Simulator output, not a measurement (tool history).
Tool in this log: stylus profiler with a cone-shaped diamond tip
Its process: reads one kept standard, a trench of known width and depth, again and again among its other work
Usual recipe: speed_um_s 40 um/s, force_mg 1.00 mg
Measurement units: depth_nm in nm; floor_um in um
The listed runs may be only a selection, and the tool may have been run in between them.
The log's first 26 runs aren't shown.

run 27 day=84.821 | speed_um_s=12 force_mg=2.09 | depth_nm=201.56 floor_um=27.81
run 28 day=87.329 | speed_um_s=16 force_mg=1.90 | depth_nm=201.60 floor_um=27.73
run 29 day=91.954 | speed_um_s=49 force_mg=2.44 | depth_nm=202.05 floor_um=27.59
run 30 day=95.329 | speed_um_s=109 force_mg=1.48 | depth_nm=201.14 floor_um=27.05
run 31 day=99.358 | speed_um_s=17 force_mg=2.90 | depth_nm=201.93 floor_um=27.75
run 32 day=102.804 | speed_um_s=40 force_mg=0.43 | depth_nm=200.12 floor_um=27.32
run 33 day=105.954 | speed_um_s=69 force_mg=0.53 | depth_nm=200.27 floor_um=26.98
run 34 day=108.708 | speed_um_s=23 force_mg=1.52 | depth_nm=200.98 floor_um=27.66
run 35 day=113.146 | speed_um_s=23 force_mg=1.52 | depth_nm=200.95 floor_um=27.60
run 36 day=115.996 | speed_um_s=38 force_mg=0.76 | depth_nm=200.19 floor_um=27.38
run 37 day=120.512 | speed_um_s=99 force_mg=0.36 | depth_nm=199.85 floor_um=26.39
run 38 day=123.458 | speed_um_s=21 force_mg=2.49 | depth_nm=201.67 floor_um=27.62
run 39 day=127.133 | speed_um_s=86 force_mg=0.60 | depth_nm=200.05 floor_um=26.83

Here are 3 independent what-if runs from the current tool condition. What would each one return?
run A day=130.675 | speed_um_s=67 force_mg=0.60 | depth_nm=? floor_um=?
run B day=130.675 | speed_um_s=61 force_mg=0.35 | depth_nm=? floor_um=?
run C day=130.675 | speed_um_s=11 force_mg=1.00 | depth_nm=? floor_um=?

run=A depth_nm=199.97 floor_um=27.00
run=B depth_nm=199.74 floor_um=26.84
run=C depth_nm=200.18 floor_um=27.64
Take away the tool's hidden state, keep each run's random variation, and the runs would have read:
run=A depth_nm=200.87 floor_um=27.52
run=B depth_nm=200.64 floor_um=27.37
run=C depth_nm=201.09 floor_um=28.16
